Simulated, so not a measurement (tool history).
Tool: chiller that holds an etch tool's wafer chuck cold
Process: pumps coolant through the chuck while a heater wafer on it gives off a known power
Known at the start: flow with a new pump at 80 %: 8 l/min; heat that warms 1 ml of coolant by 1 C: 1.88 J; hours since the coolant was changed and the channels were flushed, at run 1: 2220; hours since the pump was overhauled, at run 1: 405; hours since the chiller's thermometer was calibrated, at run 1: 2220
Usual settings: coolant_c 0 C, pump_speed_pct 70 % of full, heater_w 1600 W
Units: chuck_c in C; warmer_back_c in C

run    hour  coolant_c  pump_speed_pct  heater_w  hours since the coolant was changed and the channels were flushed  hours since the pump was overhauled  hours since the chiller's thermometer was calibrated  chuck_c  warmer_back_c
  1     0.0          0              70      1600                                                               2220                                  405                                                  2220     17.6           7.29
  2    78.9          0              70      1600                                                               2299                                  484                                                  2299     17.7           7.23
  3   185.7          0              70      1600                                                               2406                                  591                                                  2406     17.5           7.18
  4   318.8          0              70      1600                                                               2539                                  724                                                  2539     17.5           7.31
  5   463.3          0              69      1600                                                               2683                                  869                                                  2683     17.7           7.43
  6   585.8          0              62      1600                                                               2806                                  991                                                  2806     19.4           8.20
  7   671.9          0              70      1500                                                               2892                                 1077                                                  2892     16.5           6.80
  8   756.3          0              98      1600                                                               2976                                 1162                                                  2976     13.6           5.21
  9   894.6          0              98      1600                                                               3115                                 1300                                                  3115     13.7           5.21
 10  1028.7          0              98      1600                                                               3249                                 1434                                                  3249     13.7           5.19
 11  1100.4          0              98      1600                                                               3320                                 1506                                                  3320     13.7           5.22
 12  1174.5         -9              70      1600                                                               3395                                 1580                                                  3395      8.6           7.27
 13  1265.8         -9              70      1600                                                               3486                                 1671                                                  3486      8.5           7.32
 14  1392.7          0              70      1442                                                               3613                                 1798                                                  3613     15.8           6.50
 15  1515.6          0              70      1442                                                               3736                                 1921                                                  3736     15.8           6.55
 16  1644.1          4              63      1442                                                               3864                                 2050                                                  3864     21.0           7.20
 17  1746.9          4              63      1442                                                               3967                                 2152                                                  3967     21.2           7.26
 18  1888.1          7              70      1600                                                               4108                                 2293                                                  4108     24.4           7.30
 19  2033.9          7              70      1066                                                               4254                                 2439                                                  4254     18.7           4.85
 20  2168.5          0              70      1600                                                               4389                                 2574                                                  4389     17.6           7.20
 21  2313.2          0              70      1600                                                               4533                                 2719                                                  4533     17.4           7.26
     2338.8  -- chiller's thermometer calibrated
     2376.9  -- coolant changed, channels flushed
 22  2398.5          0              66      1240                                                                 22                                 2797                                                    54     14.4           5.96
 23  2515.7          0              66      1240                                                                139                                 2914                                                   171     14.1           5.96
 24  2666.1          7              76      1600                                                                289                                 3064                                                   321     23.6           6.71
 25  2769.6          7              76      1600                                                                393                                 3168                                                   425     23.6           6.73
 26  2854.7         -9              92      1148                                                                478                                 3253                                                   510      1.1           4.03
 27  2922.6         -1              93      1007                                                                546                                 3321                                                   578      7.8           3.47
 28  3045.8         -1              93      1007                                                                669                                 3444                                                   701      8.0           3.50
 29  3179.9          0              68      1600                                                                803                                 3578                                                   835     18.1           7.53

5 ways to go on from here, each from the tool as it stands after run 29. What would each give?
  A  3280.1          0              79      1600                                                                903                                 3679                                                   935        ?              ?
  B  3280.1          2              71       838                                                                903                                 3679                                                   935        ?              ?
  C  3280.1          0              68       850                                                                903                                 3679                                                   935        ?              ?
  D  3280.1         -1              86       981                                                                903                                 3679                                                   935        ?              ?
  E  3280.1         -9              78      2152                                                                903                                 3679                                                   935        ?              ?

run  chuck_c  warmer_back_c
  A     16.2           6.47
  B     11.1           3.71
  C      9.5           3.94
  D      8.4           3.70
  E     12.9           8.83
Without the tool's hidden state the same runs would have given:
run  chuck_c  warmer_back_c
  A     16.1           6.46
  B     11.1           3.71
  C      9.5           3.93
  D      8.4           3.69
  E     12.9           8.81
